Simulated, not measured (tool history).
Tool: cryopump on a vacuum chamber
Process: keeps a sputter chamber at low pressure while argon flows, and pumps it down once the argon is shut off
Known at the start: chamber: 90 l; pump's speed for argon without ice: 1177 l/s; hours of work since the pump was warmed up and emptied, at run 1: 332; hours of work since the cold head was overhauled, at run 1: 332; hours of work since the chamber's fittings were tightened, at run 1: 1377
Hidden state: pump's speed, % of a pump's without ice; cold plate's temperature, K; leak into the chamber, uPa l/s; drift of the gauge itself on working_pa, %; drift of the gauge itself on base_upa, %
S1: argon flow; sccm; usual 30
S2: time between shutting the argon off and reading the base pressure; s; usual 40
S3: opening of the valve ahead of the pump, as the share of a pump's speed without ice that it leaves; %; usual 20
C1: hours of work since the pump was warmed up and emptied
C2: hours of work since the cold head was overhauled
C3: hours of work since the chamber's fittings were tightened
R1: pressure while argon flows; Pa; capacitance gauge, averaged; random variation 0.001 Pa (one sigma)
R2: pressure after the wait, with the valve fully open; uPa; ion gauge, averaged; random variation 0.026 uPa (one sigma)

run	day	S1	S2	S3	C1	C2	C3	R1	R2
1	0.000	30	40	20	332	332	1377	0.2257	1.86
2	1.992	30	40	20	359	359	1404	0.2255	1.92
3	3.767	30	40	20	384	384	1429	0.2286	1.96
4	4.871	30	40	20	399	399	1444	0.2260	1.97
5	6.012	30	40	20	415	415	1460	0.2291	2.00
6	7.912	33	40	20	441	441	1486	0.2528	2.03
7	9.146	33	40	20	458	458	1503	0.2538	2.05
8	10.771	33	40	20	480	480	1525	0.2550	2.13
9	12.750	30	40	37	508	508	1553	0.1347	2.15
10	14.283	34	40	20	529	529	1574	0.2671	2.18
# day 15.142: pump warmed up, emptied and cooled again
11	16.433	34	40	20	18	556	1601	0.2447	1.80
12	18.371	19	40	20	45	582	1627	0.1378	1.89
13	20.012	19	40	20	67	605	1650	0.1377	1.86
14	22.025	19	40	20	95	633	1678	0.1382	1.85
15	23.908	30	64	20	121	659	1704	0.2183	1.61
16	25.112	30	64	20	138	675	1720	0.2209	1.64
17	27.179	30	64	20	166	704	1749	0.2202	1.67
18	28.754	51	64	42	188	726	1771	0.1864	1.72
19	30.017	58	79	20	205	743	1788	0.4247	1.58
20	31.583	58	279	17	227	765	1810	0.5027	1.35
21	33.338	12	123	34	251	789	1834	0.0533	1.58
22	35.388	12	134	20	279	817	1862	0.0891	1.56
23	37.200	51	136	43	304	842	1887	0.1869	1.57
24	38.575	32	146	36	323	861	1906	0.1388	1.67
25	40.175	30	193	35	345	883	1928	0.1340	1.55
26	41.112	36	193	35	358	896	1941	0.1621	1.60
27	42.471	22	132	35	377	915	1960	0.1002	1.69
28	43.779	30	58	57	395	933	1978	0.0889	2.07
29	45.667	23	58	25	421	959	2004	0.1442	2.04
30	47.062	14	40	20	440	978	2023	0.1092	2.32
31	48.483	32	269	20	460	998	2043	0.2478	1.71
32	50.096	41	40	50	482	1020	2065	0.1423	2.46
33	51.062	15	40	20	496	1033	2078	0.1171	2.43
34	52.775	15	40	56	519	1057	2102	0.0476	2.58

Measured less the same run without the tool's hidden state. The same run-to-run variation is in both; the gauge's scatter may not be:
run	R1	R2
1	+0.0101	+0.82
2	+0.0112	+0.85
3	+0.0122	+0.89
4	+0.0127	+0.90
5	+0.0135	+0.94
6	+0.0161	+0.96
7	+0.0170	+0.97
8	+0.0180	+1.03
9	+0.0177	+1.08
10	+0.0214	+1.12
11	+0.0012	+0.72
12	+0.0011	+0.78
13	+0.0014	+0.80
14	+0.0019	+0.81
15	+0.0038	+0.86
16	+0.0044	+0.86
17	+0.0051	+0.89
18	+0.0100	+0.95
19	+0.0123	+0.94
20	+0.0140	+0.97
21	+0.0032	+1.03
22	+0.0036	+1.05
23	+0.0170	+1.07
24	+0.0115	+1.17
25	+0.0115	+1.16
26	+0.0146	+1.15
27	+0.0095	+1.19
28	+0.0137	+1.26
29	+0.0113	+1.24
30	+0.0073	+1.28
31	+0.0176	+1.35
32	+0.0240	+1.40
33	+0.0091	+1.38
34	+0.0096	+1.50
